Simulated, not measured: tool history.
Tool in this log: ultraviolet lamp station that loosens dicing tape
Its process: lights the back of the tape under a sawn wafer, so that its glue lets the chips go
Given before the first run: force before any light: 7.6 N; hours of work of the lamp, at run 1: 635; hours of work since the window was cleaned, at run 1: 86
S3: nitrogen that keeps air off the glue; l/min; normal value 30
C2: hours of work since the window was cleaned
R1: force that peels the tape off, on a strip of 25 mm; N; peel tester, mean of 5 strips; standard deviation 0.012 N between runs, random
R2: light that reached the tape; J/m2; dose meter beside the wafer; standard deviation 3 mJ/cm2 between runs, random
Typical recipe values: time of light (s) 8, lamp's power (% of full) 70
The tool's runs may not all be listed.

Run 1, hour 0.0: usual settings; hours of work of the lamp 635; C2 86. Result: R1 0.907 N, R2 3750 J/m2.
Run 2, hour 58.1: usual settings but time of light (s) 12; hours of work of the lamp 667; C2 119. Result: R1 0.359 N, R2 5540 J/m2.
Run 3, hour 86.4: usual settings but time of light (s) 14; hours of work of the lamp 683; C2 135. Result: R1 0.243 N, R2 6340 J/m2.
Run 4, hour 116.6: usual settings but time of light (s) 14, lamp's power (% of full) 81; hours of work of the lamp 700; C2 151. Result: R1 0.172 N, R2 7380 J/m2.
Run 5, hour 173.4: usual settings but time of light (s) 14, lamp's power (% of full) 81; hours of work of the lamp 732; C2 183. Result: R1 0.168 N, R2 7160 J/m2.
Run 6, hour 230.1: usual settings but time of light (s) 10, lamp's power (% of full) 81; hours of work of the lamp 763; C2 215. Result: R1 0.447 N, R2 5100 J/m2.
Run 7, hour 283.2: usual settings but time of light (s) 10, lamp's power (% of full) 81; hours of work of the lamp 793; C2 244. Result: R1 0.448 N, R2 4950 J/m2.
Run 8, hour 337.3: usual settings; hours of work of the lamp 823; C2 274. Result: R1 1.054 N, R2 3380 J/m2.
Run 9, hour 392.8: usual settings; hours of work of the lamp 854; C2 305. Result: R1 1.114 N, R2 3320 J/m2.
Run 10, hour 417.3: usual settings; hours of work of the lamp 868; C2 319. Result: R1 1.159 N, R2 3320 J/m2.
At hour 442.9: window cleaned of glue's vapour.
Run 11, hour 449.2: usual settings; hours of work of the lamp 885; C2 4. Result: R1 1.255 N, R2 3150 J/m2.
Run 12, hour 507.4: usual settings; hours of work of the lamp 918; C2 36. Result: R1 1.306 N, R2 3070 J/m2.
Run 13, hour 551.8: usual settings; hours of work of the lamp 942; C2 61. Result: R1 1.333 N, R2 3020 J/m2.
At hour 580.3: window cleaned of glue's vapour, once more.
Run 14, hour 604.7: usual settings; hours of work of the lamp 972; C2 14. Result: R1 1.026 N, R2 3480 J/m2.
Run 15, hour 645.1: usual settings; hours of work of the lamp 994; C2 36. Result: R1 1.035 N, R2 3410 J/m2.
Run 16, hour 677.6: usual settings; hours of work of the lamp 1012; C2 54. Result: R1 1.086 N, R2 3350 J/m2.
Run 17, hour 706.9: usual settings; hours of work of the lamp 1029; C2 71. Result: R1 1.079 N, R2 3370 J/m2.
Run 18, hour 766.8: usual settings but lamp's power (% of full) 97, S3 56 l/min; hours of work of the lamp 1062; C2 104. Result: R1 0.344 N, R2 4570 J/m2.
Run 19, hour 805.5: usual settings but lamp's power (% of full) 83, S3 16 l/min; hours of work of the lamp 1084; C2 126. Result: R1 1.351 N, R2 3870 J/m2.
Run 20, hour 836.7: usual settings but lamp's power (% of full) 98, S3 32 l/min; hours of work of the lamp 1101; C2 143. Result: R1 0.564 N, R2 4490 J/m2.
Run 21, hour 889.4: usual settings but time of light (s) 7, lamp's power (% of full) 86, S3 21 l/min; hours of work of the lamp 1130; C2 172. Result: R1 1.384 N, R2 3410 J/m2.

Run 22 is up next; what results do you expect?
Run 22, hour 946.6: usual settings but time of light (s) 11, lamp's power (% of full) 86, S3 21 l/min; hours of work of the lamp 1162; C2 204. Result: R1 ?, R2 ?.

Logged for run 22: R1 0.592 N, R2 5180 J/m2.
Take away the tool's hidden state, keep the run-to-run variation as it was, and the same run would have given R1 0.217 N, R2 7730 J/m2.
